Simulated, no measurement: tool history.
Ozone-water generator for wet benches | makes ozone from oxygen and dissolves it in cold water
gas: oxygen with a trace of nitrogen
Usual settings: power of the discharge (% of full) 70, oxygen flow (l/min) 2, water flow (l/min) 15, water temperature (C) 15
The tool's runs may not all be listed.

run     day  power of the discharge (% of full)  oxygen flow (l/min)  water flow (l/min)  water temperature (C)  dissolved ozone (ppm)  ozone in the gas ahead of the water (g/m3)
  1       0                                  70                    2                  15                     15                     11                                       136.5
  2   3.233                                  70                    2                  15                     15                   10.8                                         136
  3   5.296                                  70                    2                  15                     15                   10.8                                       136.8
  4   8.138                                  70                    2                  13                     15                   12.6                                       135.4
  5    11.1                                  70                    2                  13                     15                   12.5                                       134.6
  6  14.454                                  70                    2                  13                     15                   12.6                                         134
  7   17.35                                  70                    2                  13                     15                   12.4                                       135.9
  8  20.208                                  70                    2                  15                     19                   10.6                                       133.6
  9  22.292                                  70                    2                  15                     15                   10.9                                       132.1
 10  24.992                                  70                    2                  15                     15                   10.7                                       132.6
 11    28.1                                  70                    2                  15                     15                   10.8                                       132.6
 12  31.533                                  70                 2.03                  15                     15                   10.8                                       131.9
 13  34.608                                  70                 2.03                  15                     14                     11                                       131.6
 14  37.258                                  70                 2.03                  15                     14                     11                                       130.9
 15  41.304                                  70                    2                  15                     21                   10.1                                       130.5
 16  43.633                                  47                    2                  15                     15                    8.2                                       101.9
 17    46.8                                  44                    2                  15                     15                    7.9                                        96.4
     47.225  -- contactor cleaned
 18  50.458                                  44                    2                  15                     15                    7.7                                        96.7
 19  53.062                                  50                 1.78                  15                     12                    8.6                                       111.3
 20  56.821                                  66                 1.13                  15                     15                    8.7                                       166.7
 21  59.433                                  70                    2                  15                     15                   10.4                                       132.3
     62.054  -- contactor cleaned, once more
 22  62.054                                  62                    2                   9                     15                   15.3                                       120.4
 23    65.6                                  49                 2.06                  22                     13                    5.9                                       101.6
 24  68.246                                  49                 1.57                  13                     13                    9.3                                       116.4
 25  72.154                                  57                 1.37                  15                     22                    7.9                                       136.4
 26  75.029                                  41                 1.58                  22                     11                      5                                       104.1
 27  77.712                                  70                 2.52                  17                     15                   10.1                                       115.8
 28  79.454                                  70                 2.52                  17                     15                     10                                       117.4
 29  81.904                                  70                 2.52                  17                     15                     10                                       114.5
 30  85.871                                  70                 2.34                  12                     15                   13.3                                       119.9
 31    87.8                                  70                  2.8                  15                      7                   12.6                                       109.3
 32  90.596                                  64                 2.08                  19                     15                    8.1                                       120.8
 33  93.779                                  83                 2.71                  19                     15                   10.1                                       122.9

Forecast each of these 3 alternatives for the next run:
  A  96.683                                  70                 1.66                  15                     15                      ?                                           ?
  B  96.683                                  83                  1.8                  19                     15                      ?                                           ?
  C  96.683                                  93                 1.46                  19                      8                      ?                                           ?

run  dissolved ozone (ppm)  ozone in the gas ahead of the water (g/m3)
  A                     10                                       139.8
  B                    9.1                                         150
  C                    9.5                                       179.9
Without the tool's hidden state the same runs would have given:
run  dissolved ozone (ppm)  ozone in the gas ahead of the water (g/m3)
  A                   11.6                                       159.9
  B                   10.7                                       174.2
  C                   11.3                                       211.2

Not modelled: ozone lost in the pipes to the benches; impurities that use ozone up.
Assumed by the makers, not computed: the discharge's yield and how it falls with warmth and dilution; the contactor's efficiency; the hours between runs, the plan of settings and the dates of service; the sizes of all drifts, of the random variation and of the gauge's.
